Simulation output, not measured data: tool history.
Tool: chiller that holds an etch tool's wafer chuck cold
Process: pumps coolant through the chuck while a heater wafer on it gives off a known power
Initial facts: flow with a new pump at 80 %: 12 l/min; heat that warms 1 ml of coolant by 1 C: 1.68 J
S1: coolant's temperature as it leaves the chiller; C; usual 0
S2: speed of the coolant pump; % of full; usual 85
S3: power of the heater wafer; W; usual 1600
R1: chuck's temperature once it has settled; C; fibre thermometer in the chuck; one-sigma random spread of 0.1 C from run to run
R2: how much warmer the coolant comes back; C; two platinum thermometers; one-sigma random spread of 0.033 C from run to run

Run 1, day 0.000: usual settings. Result: R1 12.1 C, R2 4.51 C.
Run 2, day 3.304: usual settings but S1 6 C. Result: R1 18.0 C, R2 4.52 C.
Run 3, day 6.033: usual settings but S1 6 C. Result: R1 18.0 C, R2 4.46 C.
Run 4, day 10.488: usual settings. Result: R1 12.1 C, R2 4.50 C.
Run 5, day 14.175: usual settings. Result: R1 12.2 C, R2 4.45 C.
Run 6, day 16.038: usual settings. Result: R1 12.3 C, R2 4.42 C.
Run 7, day 17.962: usual settings but S3 865 W. Result: R1 6.5 C, R2 2.40 C.
Run 8, day 21.175: usual settings. Result: R1 12.2 C, R2 4.49 C.
Run 9, day 24.867: usual settings. Result: R1 12.1 C, R2 4.39 C.
Run 10, day 28.058: usual settings. Result: R1 12.2 C, R2 4.38 C.
Run 11, day 30.512: usual settings. Result: R1 12.2 C, R2 4.42 C.
Run 12, day 33.558: usual settings. Result: R1 11.9 C, R2 4.44 C.
Run 13, day 35.617: usual settings. Result: R1 12.2 C, R2 4.36 C.
Run 14, day 37.479: usual settings. Result: R1 12.0 C, R2 4.35 C.
Run 15, day 40.354: usual settings. Result: R1 12.0 C, R2 4.31 C.
Run 16, day 44.521: usual settings. Result: R1 12.2 C, R2 4.34 C.
Run 17, day 48.162: usual settings but S1 1 C, S3 1588 W. Result: R1 13.1 C, R2 4.34 C.
Run 18, day 52.558: usual settings but S1 1 C, S2 95 % of full, S3 1450 W. Result: R1 10.9 C, R2 3.51 C.
Run 19, day 56.192: usual settings but S2 76 % of full, S3 1614 W. Result: R1 13.4 C, R2 4.93 C.
Run 20, day 59.112: usual settings but S1 2 C, S2 96 % of full, S3 1432 W. Result: R1 11.8 C, R2 3.35 C.
Run 21, day 62.779: usual settings but S1 2 C, S2 96 % of full, S3 1432 W. Result: R1 11.6 C, R2 3.41 C.
Run 22, day 65.883: usual settings but S1 2 C, S2 96 % of full, S3 1432 W. Result: R1 11.6 C, R2 3.39 C.
Run 23, day 69.783: usual settings but S1 5 C, S2 96 % of full, S3 1432 W. Result: R1 14.4 C, R2 3.39 C.
Run 24, day 72.908: usual settings but S1 -7 C, S2 79 % of full. Result: R1 5.8 C, R2 4.58 C.
Run 25, day 75.154: usual settings but S1 -7 C, S2 96 % of full, S3 1049 W. Result: R1 0.2 C, R2 2.33 C.
Run 26, day 77.800: usual settings but S2 63 % of full, S3 1946 W. Result: R1 19.1 C, R2 7.08 C.
Run 27, day 79.658: usual settings but S2 63 % of full, S3 2364 W. Result: R1 23.1 C, R2 8.59 C.
Run 28, day 82.446: usual settings but S2 63 % of full, S3 2364 W. Result: R1 23.1 C, R2 8.66 C.
At day 84.342: gauge calibrated.
Run 29, day 85.725: usual settings but S1 -2 C, S2 63 % of full, S3 917 W. Result: R1 6.9 C, R2 3.41 C.
Run 30, day 88.975: usual settings but S2 67 % of full. Result: R1 14.9 C, R2 5.60 C.
Run 31, day 92.725: usual settings but S1 7 C, S2 90 % of full, S3 1226 W. Result: R1 15.8 C, R2 3.25 C.
At day 95.700: coolant changed, channels flushed.
Run 32, day 96.300: usual settings but S1 7 C, S2 90 % of full, S3 1226 W. Result: R1 15.8 C, R2 3.18 C.

Same runs, no hidden state in the tool, same run-to-run variation:
Hidden state present: heat passed by the chuck's channels, % of clean ones'; flow at a given pump speed, % of a new pump's; coolant's true temperature over the reading, C; drift of the gauge itself on chuck_c, C; drift of the gauge itself on warmer_back_c, C.
run    R2
  1  4.50
  2  4.53
  3  4.47
  4  4.53
  5  4.49
  6  4.46
  7  2.45
  8  4.55
  9  4.46
 10  4.45
 11  4.50
 12  4.53
 13  4.46
 14  4.45
 15  4.42
 16  4.46
 17  4.47
 18  3.65
 19  5.09
 20  3.52
 21  3.59
 22  3.58
 23  3.59
 24  4.79
 25  2.54
 26  7.29
 27  8.81
 28  8.89
 29  3.41
 30  5.61
 31  3.27
 32  3.21
R1: differs from the measured result by no more than 0.1 C in any run.
